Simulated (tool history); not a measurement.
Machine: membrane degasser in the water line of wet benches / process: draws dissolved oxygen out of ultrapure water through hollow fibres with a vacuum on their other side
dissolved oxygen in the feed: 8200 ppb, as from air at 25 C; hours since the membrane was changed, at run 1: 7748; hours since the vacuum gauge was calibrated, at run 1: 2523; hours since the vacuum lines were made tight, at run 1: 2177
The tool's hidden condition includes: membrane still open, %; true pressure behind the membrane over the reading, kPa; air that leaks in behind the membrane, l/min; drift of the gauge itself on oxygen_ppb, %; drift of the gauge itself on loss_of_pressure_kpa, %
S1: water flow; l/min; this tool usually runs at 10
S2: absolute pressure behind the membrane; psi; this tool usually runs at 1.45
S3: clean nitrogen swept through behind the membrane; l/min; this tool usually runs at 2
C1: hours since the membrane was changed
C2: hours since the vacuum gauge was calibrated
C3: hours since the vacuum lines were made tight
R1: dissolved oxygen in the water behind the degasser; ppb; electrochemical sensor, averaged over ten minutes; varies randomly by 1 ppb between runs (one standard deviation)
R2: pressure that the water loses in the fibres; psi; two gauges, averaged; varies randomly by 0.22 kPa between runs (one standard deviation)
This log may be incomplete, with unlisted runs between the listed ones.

run,hour,S1,S2,S3,C1,C2,C3,R1,R2
1,0,10,1.45,2,7748,2523,2177,97.1,7.968
2,175,10,1.45,2,7923,2698,2352,97.8,7.932
3,372.7,10,1.91,2,8121,2896,2550,135.1,7.961
4,503.3,10,1.91,2,8251,3026,2681,136.4,7.951
5,698.7,10,1.91,2,8447,3222,2876,134.5,8.031
6,899.5,11,1.91,2,8648,3423,3077,149.9,8.728
7,1019,9,1.45,2,8767,3542,3196,85.7,7.114
# hour 1068.5: vacuum gauge calibrated
8,1107.2,9,1.45,2,8855,39,3284,86.1,7.176
9,1226.7,9,1.45,2,8974,158,3404,87,7.162
10,1380.8,10,1.45,4.89,9128,312,3558,51.1,8.041
11,1503.6,10,1.45,4.89,9251,435,3681,49.4,7.905
12,1626.5,10,1.45,4.89,9374,558,3803,48.9,7.909
13,1728.3,13,1.8,4.51,9476,660,3905,90.5,10.322
14,1911.3,10,1.04,2,9659,843,4088,63.8,7.981
15,2110.8,10,1.04,2,9858,1042,4288,64.2,7.97
16,2296.2,12,1.2,2,10044,1228,4473,94.4,9.601
17,2421.7,9,1.03,1.83,10169,1353,4599,60.4,7.165
18,2612.4,8,1.93,4.76,10360,1544,4789,51.7,6.398
19,2724.1,8,1.93,4.76,10472,1656,4901,52.5,6.353
20,2851.4,8,1.93,3.64,10599,1783,5028,64.2,6.366
21,3015.1,8,1.93,2,10763,1947,5192,109.5,6.419
22,3155.9,8,3.51,2.83,10904,2087,5333,154.8,6.463
23,3351.2,13,3.51,2.83,11099,2283,5528,252,10.311

Predict each of these 3 candidate next runs independently; none follows another, all start after run 23:
A,3498.3,13,3.51,1.47,11246,2430,5675,?,?
B,3498.3,8,1.45,2,11246,2430,5675,?,?
C,3498.3,8,2.89,2.64,11246,2430,5675,?,?

run,R1,R2
A,449.9,10.356
B,77,6.464
C,134,6.402
Without the tool's hidden state the same runs would have given:
run,R1,R2
A,449.6,10.341
B,76.9,6.456
C,133.8,6.395

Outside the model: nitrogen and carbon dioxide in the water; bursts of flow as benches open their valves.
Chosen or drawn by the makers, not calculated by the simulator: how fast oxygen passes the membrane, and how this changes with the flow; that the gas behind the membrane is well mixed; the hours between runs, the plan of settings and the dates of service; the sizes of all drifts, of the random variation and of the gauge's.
